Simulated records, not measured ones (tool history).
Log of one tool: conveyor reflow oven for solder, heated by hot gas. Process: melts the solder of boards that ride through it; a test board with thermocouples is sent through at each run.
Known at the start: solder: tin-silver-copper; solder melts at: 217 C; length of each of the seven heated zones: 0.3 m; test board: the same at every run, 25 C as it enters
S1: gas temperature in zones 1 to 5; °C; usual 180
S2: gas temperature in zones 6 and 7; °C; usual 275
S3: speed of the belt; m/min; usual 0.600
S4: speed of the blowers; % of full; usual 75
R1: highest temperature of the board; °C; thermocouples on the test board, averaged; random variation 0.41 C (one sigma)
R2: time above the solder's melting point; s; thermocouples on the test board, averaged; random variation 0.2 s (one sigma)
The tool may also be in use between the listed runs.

run	hour	S1	S2	S3	S4	R1	R2
1	0.0	180	275	0.600	75	256.4	49.3
# hour 11.8: thermocouples of zones 6 and 7 changed
2	57.0	180	275	0.600	75	259.4	50.9
3	85.8	180	275	0.600	75	259.6	50.2
4	131.8	180	275	0.533	75	262.2	58.9
# hour 158.1: flux residue cleaned out of gas plates and filters
5	197.9	180	275	0.533	75	265.2	60.3
6	242.7	180	275	0.540	75	264.3	59.3
7	279.4	173	275	0.600	75	259.8	49.2
8	329.0	180	275	0.600	75	261.5	51.4
9	395.5	180	278	0.600	75	263.0	52.4
# hour 404.4: belt drive overhauled, speed set with a stopwatch
10	457.3	180	275	0.600	60	255.7	49.0
11	502.5	180	275	0.686	56	249.0	38.1
# hour 549.5: belt drive overhauled, speed set with a stopwatch, once more
12	575.7	175	275	0.622	61	252.3	42.2
# hour 641.9: flux residue cleaned out of gas plates and filters
13	648.7	182	275	0.600	75	261.4	51.8
14	706.0	180	275	0.594	85	262.9	52.9
15	758.1	180	275	0.594	85	262.0	52.8
16	818.5	180	275	0.594	85	261.9	52.4
17	868.5	180	275	0.594	85	261.4	52.1
18	931.1	180	275	0.600	65	256.3	48.3
19	991.0	180	275	0.600	54	251.9	45.3
20	1056.6	181	287	0.676	59	258.7	43.4

Forecast each of these 4 alternatives for the next run:
# hour 1113.7: flux residue cleaned out of gas plates and filters
A	1114.0	181	271	0.551	55	?	?
# hour 1113.7: flux residue cleaned out of gas plates and filters
B	1114.0	180	269	0.682	75	?	?
# hour 1113.7: flux residue cleaned out of gas plates and filters
C	1114.0	183	275	0.600	80	?	?
# hour 1113.7: flux residue cleaned out of gas plates and filters
D	1114.0	173	276	0.600	75	?	?

run	R1	R2
A	253.4	51.9
B	251.4	40.6
C	262.0	52.4
D	260.8	49.5
Without the tool's hidden state the same runs would have given:
run	R1	R2
A	254.9	52.5
B	253.0	41.2
C	263.7	52.8
D	262.5	50.0

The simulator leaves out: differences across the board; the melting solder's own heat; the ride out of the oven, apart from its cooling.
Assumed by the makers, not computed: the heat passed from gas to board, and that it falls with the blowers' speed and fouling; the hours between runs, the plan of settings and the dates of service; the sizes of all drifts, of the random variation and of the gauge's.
